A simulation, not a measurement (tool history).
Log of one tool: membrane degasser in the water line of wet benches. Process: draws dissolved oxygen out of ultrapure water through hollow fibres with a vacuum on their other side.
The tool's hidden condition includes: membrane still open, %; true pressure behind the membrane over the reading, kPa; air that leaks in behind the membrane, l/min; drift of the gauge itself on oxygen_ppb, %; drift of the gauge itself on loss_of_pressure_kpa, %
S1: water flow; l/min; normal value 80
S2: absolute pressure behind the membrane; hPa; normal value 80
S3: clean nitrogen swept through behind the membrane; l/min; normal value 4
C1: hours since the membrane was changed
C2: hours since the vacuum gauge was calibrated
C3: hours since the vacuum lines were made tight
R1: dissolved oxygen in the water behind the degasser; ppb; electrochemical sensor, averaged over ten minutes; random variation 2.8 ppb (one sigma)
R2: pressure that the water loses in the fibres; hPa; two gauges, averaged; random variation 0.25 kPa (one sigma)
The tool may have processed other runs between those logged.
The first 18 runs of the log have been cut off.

| run | hour | S1 | S2 | S3 | C1 | C2 | C3 | R1 | R2 |
|---|---|---|---|---|---|---|---|---|---|
| 19 | 1477.8 | 69 | 137.3 | 7.31 | 2545 | 109 | 1964 | 267.8 | 574.4 |
| 20 | 1559.3 | 69 | 137.3 | 7.31 | 2627 | 191 | 2046 | 264.5 | 575.3 |
| 21 | 1660.3 | 80 | 90.6 | 4 | 2728 | 292 | 2147 | 328.3 | 666.9 |
| 22 | 1766.2 | 80 | 90.6 | 4 | 2834 | 397 | 2253 | 320.4 | 667.9 |
| 23 | 1829 | 111 | 49 | 8.51 | 2897 | 460 | 2316 | 291.9 | 921.3 |
| 24 | 1931.7 | 95 | 105.6 | 9.91 | 2999 | 563 | 2418 | 305.1 | 791.1 |
| 25 | 2024 | 125 | 84.6 | 9.91 | 3091 | 655 | 2511 | 486 | 1052.2 |
| 26 | 2103.4 | 110 | 80 | 4 | 3171 | 735 | 2590 | 503.5 | 920.5 |
| 27 | 2163 | 98 | 121.1 | 1.87 | 3231 | 794 | 2650 | 958.1 | 815 |
| 28 | 2209.9 | 80 | 51.1 | 4 | 3277 | 841 | 2697 | 161.4 | 672.3 |
| 29 | 2314.2 | 80 | 90.9 | 7.42 | 3382 | 945 | 2801 | 223.5 | 669 |
| 30 | 2359.5 | 80 | 90.9 | 7.42 | 3427 | 991 | 2846 | 225.5 | 669.5 |
| 31 | 2420.1 | 117 | 63.3 | 3.49 | 3488 | 1051 | 2907 | 501.1 | 979.9 |

Alternative continuations, all from the tool just after run 31; predict every row:
| A | 2491.2 | 117 | 166.3 | 1.64 | 3559 | 1122 | 2978 | ? | ? |
| B | 2491.2 | 80 | 107.4 | 9.32 | 3559 | 1122 | 2978 | ? | ? |
| C | 2491.2 | 61 | 63.3 | 3.49 | 3559 | 1122 | 2978 | ? | ? |
| D | 2491.2 | 117 | 130.7 | 3.49 | 3559 | 1122 | 2978 | ? | ? |

| run | R1 | R2 |
|---|---|---|
| A | 1666.2 | 979.1 |
| B | 230.3 | 669.2 |
| C | 147.2 | 510.2 |
| D | 904.8 | 984.3 |
Without the tool's unlogged condition, the same runs would have read:
| run | R1 | R2 |
|---|---|---|
| A | 1640 | 948.6 |
| B | 218.1 | 648.3 |
| C | 140.8 | 494.3 |
| D | 875 | 953.6 |
